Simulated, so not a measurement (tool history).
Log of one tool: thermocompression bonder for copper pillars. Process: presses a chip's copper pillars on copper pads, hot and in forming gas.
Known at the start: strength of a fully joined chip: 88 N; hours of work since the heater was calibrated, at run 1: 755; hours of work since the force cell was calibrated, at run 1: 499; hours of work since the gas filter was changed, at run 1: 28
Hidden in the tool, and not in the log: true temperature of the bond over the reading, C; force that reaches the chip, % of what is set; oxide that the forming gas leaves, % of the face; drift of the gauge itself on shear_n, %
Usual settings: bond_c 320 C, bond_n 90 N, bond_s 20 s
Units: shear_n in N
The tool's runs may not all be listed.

run,hour,bond_c,bond_n,bond_s,hours of work since the heater was calibrated,hours of work since the force cell was calibrated,hours of work since the gas filter was changed,shear_n
1,0,320,90,20,755,499,28,35.7
2,12.2,320,90,20,763,508,37,35.4
3,24.2,320,90,18,772,516,45,33.9
4,41.8,320,90,18,784,529,58,33.4
5,51.5,320,90,20,791,536,65,34.8
6,63.3,320,109,20,799,544,73,40.5
7,75,320,90,20,807,552,81,34.6
8,91.2,320,93,20,819,563,92,35.1
9,109.1,320,93,20,831,576,105,35.4
10,119.5,320,93,20,838,583,112,35.4
11,127.4,320,93,20,844,589,118,35.1
12,143,320,93,20,855,600,129,35
13,151.4,320,93,20,861,606,135,34.8
14,161.2,323,65,34,868,613,142,32.4
15,177.1,292,90,37,879,624,153,33.4
16,192.2,324,128,50,889,634,163,58.2
17,204.7,324,128,50,898,643,172,58.1
18,212.3,320,90,36,904,648,177,41.2
19,221.3,322,90,11,910,655,184,26.8
20,234.1,350,76,12,919,664,193,30.1
21,243.7,350,76,12,926,670,199,30
22,259.7,325,82,33,937,682,211,38.4
23,271.2,320,106,44,945,690,219,48.4
24,287.3,340,106,10,956,701,230,33.8
25,299.2,344,76,27,965,709,238,38.8

Some steps in shear_n between neighbouring runs. How much of each would the tool show without its hidden state too (settings, what came in, random variation), and how much is left for the hidden state, with any gauge scatter that isn't in both results?
Run 15 -> 16: bond_c 292 -> 324, bond_n 90 -> 128, bond_s 37 -> 50. shear_n +24.8 N: hidden state -1.9, all else +26.7.
Run 17 -> 18: bond_c 324 -> 320, bond_n 128 -> 90, bond_s 50 -> 36. shear_n -16.9 N: hidden state +1.2, all else -18.1.

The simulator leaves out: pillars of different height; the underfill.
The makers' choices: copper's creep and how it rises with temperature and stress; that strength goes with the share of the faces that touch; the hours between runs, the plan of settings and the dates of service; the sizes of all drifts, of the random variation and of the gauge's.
